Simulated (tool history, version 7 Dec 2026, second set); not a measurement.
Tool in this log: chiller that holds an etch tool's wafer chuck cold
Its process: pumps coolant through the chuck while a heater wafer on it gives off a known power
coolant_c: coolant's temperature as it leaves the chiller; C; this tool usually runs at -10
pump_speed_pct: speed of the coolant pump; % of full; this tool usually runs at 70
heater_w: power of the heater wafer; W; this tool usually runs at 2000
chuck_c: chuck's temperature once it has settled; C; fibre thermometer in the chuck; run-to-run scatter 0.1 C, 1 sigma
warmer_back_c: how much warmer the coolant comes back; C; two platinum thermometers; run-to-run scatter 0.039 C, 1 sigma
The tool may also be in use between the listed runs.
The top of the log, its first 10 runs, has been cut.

run,hour,coolant_c,pump_speed_pct,heater_w,hours since the coolant was changed and the channels were flushed,hours since the pump was overhauled,hours since the chiller's thermometer was calibrated,chuck_c,warmer_back_c
11,493.2,-10,70,2000,1005,2915,3758,7.4,8.3
12,536.8,-10,70,2000,1049,2959,3801,7.2,8.38
13,573,-10,70,2000,1085,2995,3837,7.1,8.26
14,620.3,-10,70,2000,1132,3042,3885,7.2,8.47
15,675,-10,70,2000,1187,3097,3939,7.2,8.35
16,704.9,-10,70,2000,1217,3127,3969,7.3,8.36
17,733.5,-10,70,2000,1245,3155,3998,7.2,8.31
18,767,-10,70,2000,1279,3189,4031,7.2,8.33
19,797.1,-11,71,2947,1309,3219,4061,14,12.08
20,828.7,-8,93,1474,1341,3251,4093,2.6,4.58
21,873.2,-8,93,1474,1385,3295,4138,2.4,4.58
22,912.1,-8,93,1474,1424,3334,4176,2.4,4.65
23,961.8,-19,98,2785,1474,3384,4226,0,8.26
24,1021.1,-17,62,1450,1533,3443,4285,-3.6,6.9
25,1088.2,-17,62,1450,1600,3510,4353,-3.5,6.75
26,1133.4,-2,64,1442,1645,3555,4398,11.3,6.53
27,1192.3,-2,64,1442,1704,3614,4457,11.2,6.57
28,1247.7,-2,64,1442,1760,3669,4512,11.2,6.56
29,1309.2,-14,64,1002,1821,3731,4574,-4.9,4.57
30,1347.3,-5,79,1238,1859,3769,4612,4.7,4.63
31,1393,-4,71,1238,1905,3815,4657,6.6,5.16
32,1433,-4,71,1238,1945,3855,4697,6.5,5.09

What will run 33 give?
33,1483.4,-11,87,1170,1995,3905,4748,?,?

{"run 33": {"chuck_c": -2.5, "warmer_back_c": 3.91}}
The same run, on a tool lacking any hidden state, would have yielded chuck_c -2.5 C, warmer_back_c 3.91 C.
